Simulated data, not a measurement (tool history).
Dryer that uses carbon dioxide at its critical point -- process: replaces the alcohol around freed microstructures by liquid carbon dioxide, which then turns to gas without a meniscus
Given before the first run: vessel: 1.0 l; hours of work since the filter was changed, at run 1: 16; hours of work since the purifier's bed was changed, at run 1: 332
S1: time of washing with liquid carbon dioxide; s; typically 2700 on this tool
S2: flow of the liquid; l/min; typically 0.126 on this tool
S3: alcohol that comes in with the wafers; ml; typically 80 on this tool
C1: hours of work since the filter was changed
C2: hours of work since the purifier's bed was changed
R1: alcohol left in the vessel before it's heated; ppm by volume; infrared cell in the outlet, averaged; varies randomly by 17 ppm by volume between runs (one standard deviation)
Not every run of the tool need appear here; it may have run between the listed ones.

{"run": 1, "hour": 0.0, "S1": 2700, "S2": 0.126, "S3": 80, "C1": 16, "C2": 332, "R1": 1141}
{"run": 2, "hour": 33.4, "S1": 2700, "S2": 0.126, "S3": 80, "C1": 31, "C2": 346, "R1": 1170}
{"run": 3, "hour": 71.7, "S1": 2700, "S2": 0.126, "S3": 55, "C1": 48, "C2": 363, "R1": 856}
{"run": 4, "hour": 89.3, "S1": 2700, "S2": 0.126, "S3": 55, "C1": 55, "C2": 371, "R1": 849}
{"run": 5, "hour": 117.2, "S1": 2700, "S2": 0.126, "S3": 80, "C1": 67, "C2": 383, "R1": 1232}
{"run": 6, "hour": 140.8, "S1": 2700, "S2": 0.126, "S3": 80, "C1": 78, "C2": 393, "R1": 1236}
{"run": 7, "hour": 171.1, "S1": 2700, "S2": 0.124, "S3": 80, "C1": 91, "C2": 406, "R1": 1399}
{"run": 8, "hour": 209.9, "S1": 2700, "S2": 0.124, "S3": 80, "C1": 108, "C2": 423, "R1": 1392}
{"run": 9, "hour": 239.7, "S1": 2700, "S2": 0.124, "S3": 80, "C1": 121, "C2": 436, "R1": 1400}
{"run": 10, "hour": 255.5, "S1": 2700, "S2": 0.124, "S3": 80, "C1": 128, "C2": 443, "R1": 1402}
{"run": 11, "hour": 273.3, "S1": 2700, "S2": 0.124, "S3": 80, "C1": 135, "C2": 451, "R1": 1449}
{"run": 12, "hour": 308.1, "S1": 2700, "S2": 0.126, "S3": 80, "C1": 150, "C2": 466, "R1": 1419}
{"run": 13, "hour": 335.6, "S1": 2700, "S2": 0.126, "S3": 80, "C1": 162, "C2": 478, "R1": 1413}
{"run": 14, "hour": 375.0, "S1": 2700, "S2": 0.126, "S3": 80, "C1": 180, "C2": 495, "R1": 1399}
{"run": 15, "hour": 402.6, "S1": 2700, "S2": 0.126, "S3": 80, "C1": 192, "C2": 507, "R1": 1477}
{"run": 16, "hour": 438.8, "S1": 2700, "S2": 0.126, "S3": 80, "C1": 207, "C2": 523, "R1": 1462}
{"run": 17, "hour": 474.5, "S1": 2700, "S2": 0.126, "S3": 80, "C1": 223, "C2": 538, "R1": 1581}
{"run": 18, "hour": 510.6, "S1": 2700, "S2": 0.126, "S3": 80, "C1": 238, "C2": 554, "R1": 1588}

Run 19 comes next. What will it give?
{"run": 19, "hour": 548.7, "S1": 2700, "S2": 0.159, "S3": 44, "C1": 255, "C2": 570, "R1": "?"}

{"run 19": {"R1": 322}}
Without the tool's hidden state the same run would have given R1 166 ppm by volume.
